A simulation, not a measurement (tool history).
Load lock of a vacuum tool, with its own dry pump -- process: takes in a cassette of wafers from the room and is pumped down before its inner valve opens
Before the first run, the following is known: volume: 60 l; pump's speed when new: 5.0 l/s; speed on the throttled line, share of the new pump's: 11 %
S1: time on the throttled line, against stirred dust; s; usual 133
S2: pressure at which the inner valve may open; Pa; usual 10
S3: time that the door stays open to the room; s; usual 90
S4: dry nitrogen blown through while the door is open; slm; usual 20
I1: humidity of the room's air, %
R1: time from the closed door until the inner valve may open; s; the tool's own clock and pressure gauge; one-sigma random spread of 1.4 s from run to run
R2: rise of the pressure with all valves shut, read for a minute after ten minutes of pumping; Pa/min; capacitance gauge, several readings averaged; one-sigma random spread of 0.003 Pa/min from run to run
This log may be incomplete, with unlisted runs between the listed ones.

{"run": 1, "hour": 0.0, "S1": 133, "S2": 10, "S3": 90, "S4": 20, "I1": 44.4, "R1": 237.4, "R2": 0.125}
{"run": 2, "hour": 350.8, "S1": 246, "S2": 10, "S3": 90, "S4": 20, "I1": 50.2, "R1": 339.6, "R2": 0.146}
{"run": 3, "hour": 832.8, "S1": 246, "S2": 10, "S3": 90, "S4": 20, "I1": 43.8, "R1": 336.3, "R2": 0.163}
{"run": 4, "hour": 1097.6, "S1": 246, "S2": 10, "S3": 90, "S4": 20, "I1": 46.8, "R1": 332.9, "R2": 0.178}
{"run": 5, "hour": 1488.1, "S1": 133, "S2": 10, "S3": 90, "S4": 20, "I1": 46.4, "R1": 238.9, "R2": 0.197}
{"run": 6, "hour": 1745.4, "S1": 133, "S2": 10, "S3": 90, "S4": 20, "I1": 40.9, "R1": 238.4, "R2": 0.209}
{"run": 7, "hour": 2171.0, "S1": 133, "S2": 13, "S3": 27, "S4": 20, "I1": 43.2, "R1": 236.0, "R2": 0.211}
{"run": 8, "hour": 2412.2, "S1": 96, "S2": 13, "S3": 157, "S4": 7, "I1": 43.1, "R1": 206.0, "R2": 0.312}
{"run": 9, "hour": 2625.1, "S1": 96, "S2": 13, "S3": 157, "S4": 7, "I1": 44.4, "R1": 206.6, "R2": 0.313}
{"run": 10, "hour": 3025.1, "S1": 96, "S2": 13, "S3": 157, "S4": 7, "I1": 45.6, "R1": 207.4, "R2": 0.348}

Measured result minus the same run's result without the hidden state. Both carry the same run-to-run variation, though not necessarily the same gauge scatter:
What the log doesn't record here: pump's speed, % of a new pump's; leak at the door's seal, Pa l/s; drift of the gauge itself on ready_s, %; drift of the gauge itself on rise_pa_min, %.
run=1 R1=+6.9 R2=+0.074
run=2 R1=+6.6 R2=+0.092
run=3 R1=+7.3 R2=+0.114
run=4 R1=+7.7 R2=+0.127
run=5 R1=+9.8 R2=+0.146
run=6 R1=+10.3 R2=+0.165
run=7 R1=+10.9 R2=+0.189
run=8 R1=+12.3 R2=+0.206
run=9 R1=+12.8 R2=+0.212
run=10 R1=+13.7 R2=+0.243

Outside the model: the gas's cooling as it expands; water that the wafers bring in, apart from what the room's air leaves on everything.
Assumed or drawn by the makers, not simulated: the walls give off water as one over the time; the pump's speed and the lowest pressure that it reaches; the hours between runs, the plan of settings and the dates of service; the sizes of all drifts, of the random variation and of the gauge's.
